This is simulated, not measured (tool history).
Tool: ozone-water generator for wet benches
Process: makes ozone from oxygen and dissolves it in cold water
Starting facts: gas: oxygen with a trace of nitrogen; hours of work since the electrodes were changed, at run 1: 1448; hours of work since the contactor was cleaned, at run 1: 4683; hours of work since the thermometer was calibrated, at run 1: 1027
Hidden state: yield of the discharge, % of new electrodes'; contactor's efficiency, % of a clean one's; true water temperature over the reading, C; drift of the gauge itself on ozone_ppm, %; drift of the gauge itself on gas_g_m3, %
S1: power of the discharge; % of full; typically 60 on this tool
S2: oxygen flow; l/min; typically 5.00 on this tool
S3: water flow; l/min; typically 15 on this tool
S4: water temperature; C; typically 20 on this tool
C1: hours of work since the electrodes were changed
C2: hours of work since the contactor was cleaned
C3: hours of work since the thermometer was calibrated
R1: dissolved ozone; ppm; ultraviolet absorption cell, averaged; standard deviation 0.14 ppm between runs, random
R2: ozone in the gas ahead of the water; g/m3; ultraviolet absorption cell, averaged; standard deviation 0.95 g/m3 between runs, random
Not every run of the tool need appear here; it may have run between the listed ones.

run    hour  S1    S2  S3  S4    C1    C2    C3    R1     R2
  1     0.0  60  5.00  15  20  1448  4683  1027  14.8  157.9
  2   140.0  60  5.00  15  20  1568  4803  1147  14.4  155.3
  3   274.9  60  5.00  15  20  1684  4919  1263  14.1  156.4
  4   384.1  60  5.00  15  20  1778  5013  1357  14.1  157.1
      414.2  -- contactor cleaned
  5   507.2  60  5.00  15  20  1880    80  1459  15.2  155.4
  6   657.4  44  5.00  15  20  2009   209  1588  11.5  116.2
  7   755.6  44  5.00  15  20  2093   293  1672  11.3  117.8
  8   884.7  60  5.00  21  20  2204   404  1783  11.7  153.7
  9  1011.5  60  5.00  21  20  2313   513  1892  11.8  154.4
 10  1088.4  60  5.00  21  20  2379   579  1958  11.7  155.6
 11  1178.8  60  5.00  21  20  2457   656  2036  11.6  154.9
 12  1329.4  60  8.44  15  20  2586   786  2165  13.9  116.5
 13  1460.4  60  5.00  15  20  2698   898  2277  14.8  155.2
 14  1603.4  60  3.54  15  20  2821  1021  2400  14.9  183.2
 15  1725.4  60  3.54  15  20  2926  1126  2505  14.6  183.3
 16  1815.7  60  5.00  15  20  3004  1203  2582  14.8  152.9
 17  1901.6  49  6.21  19  21  3077  1277  2656  10.3  114.6
 18  2042.2  70  5.00  22  20  3198  1398  2777  12.4  174.6
 19  2123.3  78  5.00  22  13  3268  1467  2847  15.0  191.3
 20  2277.8  60  3.06  19  17  3400  1600  2979  12.3  196.5
 21  2416.9  60  5.00  15  20  3520  1720  3099  14.7  152.1
 22  2492.0  60  5.00  15  20  3584  1784  3163  14.3  151.2
 23  2649.0  60  5.00  15  20  3719  1919  3298  14.3  151.2
 24  2772.1  60  5.00  15  20  3825  2025  3404  14.5  152.5
 25  2867.2  60  5.00  15  20  3906  2106  3485  14.5  151.5
 26  3013.4  60  4.59  13  19  4032  2232  3611  16.2  157.4
 27  3089.5  60  5.00   9  20  4097  2297  3676  19.8  150.6
 28  3212.2  60  5.00   9  20  4203  2402  3781  19.7  148.9
 29  3304.9  96  5.39  20  24  4282  2482  3861  16.0  217.0
 30  3432.5  60  5.00  11  20  4392  2592  3971  17.3  149.8
 31  3583.7  60  5.00  11  20  4522  2721  4101  17.5  150.4
 32  3731.1  60  5.00  11  20  4648  2848  4227  17.3  148.9

Consider 4 possible next runs. They are alternatives, not a sequence: every one starts from the tool as it was left by run 32. What does each give?
  A  3847.0  60  5.00  11  14  4748  2947  4327   ?   ?
  B  3847.0  96  6.56  11  19  4748  2947  4327   ?   ?
  C  3847.0  60  3.13  13  22  4748  2947  4327   ?   ?
  D  3847.0  68  5.00  20  22  4748  2947  4327   ?   ?

run    R1     R2
  A  19.4  148.7
  B  25.1  194.2
  C  15.2  191.8
  D  12.1  166.0
Without the tool's hidden state the same runs would have given:
run    R1     R2
  A  21.7  159.9
  B  29.1  216.3
  C  17.0  206.2
  D  13.8  180.2

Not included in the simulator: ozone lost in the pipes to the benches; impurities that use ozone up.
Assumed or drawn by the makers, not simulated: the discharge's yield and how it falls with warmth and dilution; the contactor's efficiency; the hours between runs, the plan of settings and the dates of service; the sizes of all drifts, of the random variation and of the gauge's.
